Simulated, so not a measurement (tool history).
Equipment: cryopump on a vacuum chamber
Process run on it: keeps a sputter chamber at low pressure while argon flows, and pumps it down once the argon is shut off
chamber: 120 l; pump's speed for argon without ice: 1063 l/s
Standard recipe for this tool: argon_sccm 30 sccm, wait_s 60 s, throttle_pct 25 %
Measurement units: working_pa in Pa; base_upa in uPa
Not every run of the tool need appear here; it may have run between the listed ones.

{"run": 1, "hour": 0.0, "argon_sccm": 30, "wait_s": 60, "throttle_pct": 25, "working_pa": 0.1915, "base_upa": 2.66}
{"run": 2, "hour": 20.7, "argon_sccm": 30, "wait_s": 60, "throttle_pct": 25, "working_pa": 0.1912, "base_upa": 2.68}
{"run": 3, "hour": 44.2, "argon_sccm": 30, "wait_s": 60, "throttle_pct": 25, "working_pa": 0.1933, "base_upa": 2.75}
{"run": 4, "hour": 68.4, "argon_sccm": 30, "wait_s": 60, "throttle_pct": 25, "working_pa": 0.1932, "base_upa": 2.69}
{"run": 5, "hour": 112.1, "argon_sccm": 30, "wait_s": 60, "throttle_pct": 53, "working_pa": 0.0915, "base_upa": 2.85}
{"run": 6, "hour": 137.4, "argon_sccm": 30, "wait_s": 60, "throttle_pct": 53, "working_pa": 0.0923, "base_upa": 2.69}
{"run": 7, "hour": 174.2, "argon_sccm": 30, "wait_s": 60, "throttle_pct": 53, "working_pa": 0.0927, "base_upa": 2.79}
{"run": 8, "hour": 196.2, "argon_sccm": 30, "wait_s": 60, "throttle_pct": 53, "working_pa": 0.0923, "base_upa": 2.76}
{"run": 9, "hour": 214.0, "argon_sccm": 30, "wait_s": 60, "throttle_pct": 25, "working_pa": 0.1942, "base_upa": 2.72}
{"run": 10, "hour": 241.6, "argon_sccm": 30, "wait_s": 60, "throttle_pct": 25, "working_pa": 0.1927, "base_upa": 2.77}
{"run": 11, "hour": 262.5, "argon_sccm": 30, "wait_s": 60, "throttle_pct": 25, "working_pa": 0.1956, "base_upa": 2.75}
{"run": 12, "hour": 296.6, "argon_sccm": 30, "wait_s": 257, "throttle_pct": 25, "working_pa": 0.1954, "base_upa": 0.99}
{"run": 13, "hour": 328.3, "argon_sccm": 30, "wait_s": 257, "throttle_pct": 25, "working_pa": 0.1955, "base_upa": 1.0}
{"run": 14, "hour": 359.5, "argon_sccm": 21, "wait_s": 60, "throttle_pct": 30, "working_pa": 0.1158, "base_upa": 2.81}
{"run": 15, "hour": 383.4, "argon_sccm": 19, "wait_s": 130, "throttle_pct": 58, "working_pa": 0.0555, "base_upa": 1.59}
{"run": 16, "hour": 411.8, "argon_sccm": 21, "wait_s": 130, "throttle_pct": 58, "working_pa": 0.0629, "base_upa": 1.57}
{"run": 17, "hour": 441.4, "argon_sccm": 21, "wait_s": 130, "throttle_pct": 58, "working_pa": 0.061, "base_upa": 1.58}
{"run": 18, "hour": 462.0, "argon_sccm": 17, "wait_s": 193, "throttle_pct": 33, "working_pa": 0.0863, "base_upa": 1.22}
{"run": 19, "hour": 481.0, "argon_sccm": 54, "wait_s": 193, "throttle_pct": 33, "working_pa": 0.2706, "base_upa": 1.21}
{"run": 20, "hour": 509.9, "argon_sccm": 17, "wait_s": 37, "throttle_pct": 25, "working_pa": 0.1116, "base_upa": 4.27}
{"run": 21, "hour": 533.5, "argon_sccm": 17, "wait_s": 39, "throttle_pct": 25, "working_pa": 0.1127, "base_upa": 4.21}
{"run": 22, "hour": 575.7, "argon_sccm": 17, "wait_s": 30, "throttle_pct": 16, "working_pa": 0.1745, "base_upa": 5.2}
{"run": 23, "hour": 614.3, "argon_sccm": 17, "wait_s": 30, "throttle_pct": 16, "working_pa": 0.1718, "base_upa": 5.28}
{"run": 24, "hour": 650.4, "argon_sccm": 17, "wait_s": 30, "throttle_pct": 16, "working_pa": 0.1747, "base_upa": 5.3}
{"run": 25, "hour": 690.8, "argon_sccm": 29, "wait_s": 30, "throttle_pct": 24, "working_pa": 0.2007, "base_upa": 5.32}

Selected run-to-run steps in working_pa, each split into two signed amounts: the part the tool would show with no hidden state at all (from settings, incoming material and random variation), and the remainder, which goes to the hidden state together with any gauge scatter not common to the measured and the hidden-state-free results:
Hidden state at play: pump's speed, % of a pump's without ice; cold plate's temperature, K; leak into the chamber, uPa l/s; drift of the gauge itself on working_pa, %; drift of the gauge itself on base_upa, %.
Run 18 -> 19: argon_sccm 17 -> 54. working_pa +0.1843 Pa: hidden state +0.0078, all else +0.1765.
Run 19 -> 20: argon_sccm 54 -> 17, wait_s 193 -> 37, throttle_pct 33 -> 25. working_pa -0.1590 Pa: hidden state -0.0074, all else -0.1516.
